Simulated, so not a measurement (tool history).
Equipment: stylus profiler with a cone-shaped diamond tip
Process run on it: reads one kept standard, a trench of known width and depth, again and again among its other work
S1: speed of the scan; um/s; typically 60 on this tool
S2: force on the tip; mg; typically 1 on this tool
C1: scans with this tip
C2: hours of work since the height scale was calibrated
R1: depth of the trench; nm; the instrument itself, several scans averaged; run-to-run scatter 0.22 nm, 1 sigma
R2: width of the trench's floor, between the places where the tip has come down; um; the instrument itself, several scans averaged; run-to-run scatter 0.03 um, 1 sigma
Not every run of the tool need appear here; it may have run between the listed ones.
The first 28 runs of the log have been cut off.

run     day   S1    S2    C1   C2       R1     R2
 29  14.442   58  0.41  4107  430  1002.13  25.05
 30  14.808  114  2.09  4151  434  1009.32   25.2
 31  15.246   60  1.93  4202  440  1008.48  25.51
 32  15.683   60  0.42  4254  445   1002.1  25.09
 33  16.033  106  2.98  4296  450  1011.65  25.38
 34  16.554  106  2.98  4357  456  1012.45  25.29
 35  17.212  152  1.33  4435  464  1006.17  24.65
 36  17.729  152  1.33  4496  471   1006.6  24.63
 37  18.462   78  1.23  4583  480  1005.77  25.19
 38  19.192   46  0.98  4669  489  1005.49   25.4
 39  19.829   81   0.7  4745  497  1003.33  24.95
 40  20.588  172     1  4834  506  1004.33  24.25
 41  21.271  160  2.23  4915  514   1009.1  24.86
 42  21.696  130  0.91  4966  520  1004.79  24.55
 43  22.358  135   0.6  5044  528  1002.94  24.21
 44  23.079   24  2.99  5129  537  1011.85  25.65
 45  23.708   72  0.37  5204  545  1001.55  24.72
 46  24.154  112  2.87  5256  550  1011.33  25.19

4 options for the next run, each taken on its own from the tool as it stands now. Forecast them:
  A  24.75   96  2.66  5327  557   ?   ?
  B  24.75  216  2.87  5327  557   ?   ?
  C  24.75   25  1.36  5327  557   ?   ?
  D  24.75   84     2  5327  557   ?   ?

run       R1     R2
  A  1010.49  25.21
  B  1011.07  24.59
  C  1006.76  25.57
  D  1008.32  25.21
Had the tool no hidden state, the same runs would have come out as:
run       R1     R2
  A   1012.1  25.98
  B  1012.69  25.36
  C  1008.36  26.34
  D  1009.93  25.98
